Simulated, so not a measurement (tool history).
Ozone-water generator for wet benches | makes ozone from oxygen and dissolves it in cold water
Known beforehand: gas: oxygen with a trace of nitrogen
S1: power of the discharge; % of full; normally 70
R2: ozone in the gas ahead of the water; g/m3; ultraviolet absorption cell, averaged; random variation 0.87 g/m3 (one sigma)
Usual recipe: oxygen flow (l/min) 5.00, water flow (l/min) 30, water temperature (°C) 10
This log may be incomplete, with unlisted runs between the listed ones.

Run 1, day 0.000: usual settings. Result: dissolved ozone (ppm) 12.9, R2 135.6 g/m3.
Run 2, day 7.942: usual settings. Result: dissolved ozone (ppm) 12.8, R2 134.6 g/m3.
Run 3, day 14.767: usual settings but water temperature (°C) 11. Result: dissolved ozone (ppm) 12.8, R2 134.6 g/m3.
Run 4, day 23.042: usual settings but water temperature (°C) 11. Result: dissolved ozone (ppm) 12.6, R2 133.8 g/m3.
Run 5, day 27.704: usual settings but water temperature (°C) 11. Result: dissolved ozone (ppm) 12.7, R2 135.8 g/m3.
Run 6, day 31.558: usual settings but water temperature (°C) 11. Result: dissolved ozone (ppm) 12.7, R2 134.6 g/m3.
Run 7, day 38.254: usual settings but water temperature (°C) 11. Result: dissolved ozone (ppm) 12.6, R2 134.1 g/m3.
Run 8, day 45.904: usual settings but water temperature (°C) 11. Result: dissolved ozone (ppm) 12.2, R2 133.4 g/m3.
Run 9, day 51.604: usual settings but water temperature (°C) 11. Result: dissolved ozone (ppm) 12.7, R2 132.7 g/m3.
Run 10, day 55.246: usual settings but water temperature (°C) 11. Result: dissolved ozone (ppm) 12.4, R2 131.7 g/m3.
Run 11, day 60.754: usual settings but oxygen flow (l/min) 2.60. Result: dissolved ozone (ppm) 10.1, R2 180.6 g/m3.
Run 12, day 64.979: usual settings but oxygen flow (l/min) 2.60. Result: dissolved ozone (ppm) 10.3, R2 180.9 g/m3.
Run 13, day 69.933: usual settings but oxygen flow (l/min) 2.60. Result: dissolved ozone (ppm) 10.2, R2 180.7 g/m3.
Run 14, day 76.504: usual settings but oxygen flow (l/min) 2.60. Result: dissolved ozone (ppm) 10.1, R2 179.4 g/m3.
Run 15, day 80.179: usual settings but oxygen flow (l/min) 2.60. Result: dissolved ozone (ppm) 10.1, R2 180.0 g/m3.
Run 16, day 84.796: usual settings but oxygen flow (l/min) 2.60. Result: dissolved ozone (ppm) 10.8, R2 178.9 g/m3.
Run 17, day 89.375: usual settings but oxygen flow (l/min) 2.60. Result: dissolved ozone (ppm) 10.9, R2 178.4 g/m3.
Run 18, day 97.450: usual settings but oxygen flow (l/min) 2.60. Result: dissolved ozone (ppm) 10.5, R2 178.9 g/m3.
Run 19, day 103.667: usual settings but S1 42 % of full, oxygen flow (l/min) 2.86, water flow (l/min) 22, water temperature (°C) 6. Result: dissolved ozone (ppm) 12.3, R2 133.8 g/m3.
Run 20, day 108.725: usual settings but S1 52 % of full, oxygen flow (l/min) 2.91, water flow (l/min) 24. Result: dissolved ozone (ppm) 12.0, R2 144.9 g/m3.
Run 21, day 114.804: usual settings but oxygen flow (l/min) 4.16, water flow (l/min) 33, water temperature (°C) 8. Result: dissolved ozone (ppm) 11.3, R2 142.8 g/m3.
Run 22, day 122.933: usual settings but oxygen flow (l/min) 5.10, water flow (l/min) 33, water temperature (°C) 12. Result: dissolved ozone (ppm) 11.4, R2 128.6 g/m3.
Run 23, day 129.162: usual settings but S1 44 % of full, oxygen flow (l/min) 5.10, water flow (l/min) 33, water temperature (°C) 12. Result: dissolved ozone (ppm) 9.0, R2 102.4 g/m3.
Run 24, day 133.754: usual settings but S1 73 % of full, water temperature (°C) 16. Result: dissolved ozone (ppm) 12.1, R2 132.3 g/m3.
Run 25, day 141.504: usual settings but S1 73 % of full, water temperature (°C) 16. Result: dissolved ozone (ppm) 12.1, R2 130.1 g/m3.
Run 26, day 146.438: usual settings but S1 82 % of full, oxygen flow (l/min) 5.98, water temperature (°C) 17. Result: dissolved ozone (ppm) 13.0, R2 128.3 g/m3.
Run 27, day 154.150: usual settings but S1 82 % of full, oxygen flow (l/min) 5.98, water temperature (°C) 17. Result: dissolved ozone (ppm) 13.0, R2 126.8 g/m3.
Run 28, day 160.512: usual settings but water temperature (°C) 5. Result: dissolved ozone (ppm) 13.1, R2 129.7 g/m3.
Run 29, day 167.579: usual settings but S1 59 % of full, oxygen flow (l/min) 4.21, water temperature (°C) 13. Result: dissolved ozone (ppm) 10.9, R2 128.7 g/m3.
Run 30, day 175.767: usual settings but S1 85 % of full, oxygen flow (l/min) 7.36, water flow (l/min) 28, water temperature (°C) 8. Result: dissolved ozone (ppm) 16.2, R2 115.9 g/m3.
Run 31, day 181.375: usual settings but S1 68 % of full, oxygen flow (l/min) 4.61, water flow (l/min) 32, water temperature (°C) 11. Result: dissolved ozone (ppm) 11.0, R2 131.5 g/m3.
Run 32, day 185.817: usual settings but S1 68 % of full, oxygen flow (l/min) 4.61, water flow (l/min) 32, water temperature (°C) 11. Result: dissolved ozone (ppm) 11.2, R2 131.6 g/m3.
Run 33, day 190.267: usual settings but S1 68 % of full, oxygen flow (l/min) 4.61, water flow (l/min) 32, water temperature (°C) 11. Result: dissolved ozone (ppm) 11.2, R2 130.6 g/m3.

Between the runs listed above, the log contained 2 entries, not reproduced here. Where in the sequence does each belong, and how does what the log doesn't record of the tool's condition differ from the listed run before to the listed run after?
Runs 15 to 16: contactor cleaned (day 82.596)
  yield of the discharge, % of new electrodes': 93.1 -> 92.9; contactor's efficiency, % of a clean one's: 85.8 -> 99.8; true water temperature over the reading, C: 0.51 -> 0.52
  measured minus no-state result, dissolved ozone (ppm): -1.4 -> -0.9; R2: -13.5 -> -13.6 g/m3
Runs 29 to 30: water thermometer calibrated (day 175.062)
  yield of the discharge, % of new electrodes': 90.4 -> 90.1; contactor's efficiency, % of a clean one's: 95 -> 94.5; true water temperature over the reading, C: 0.71 -> -0.04
  measured minus no-state result, dissolved ozone (ppm): -1.4 -> -2.3; R2: -12.4 -> -14.0 g/m3
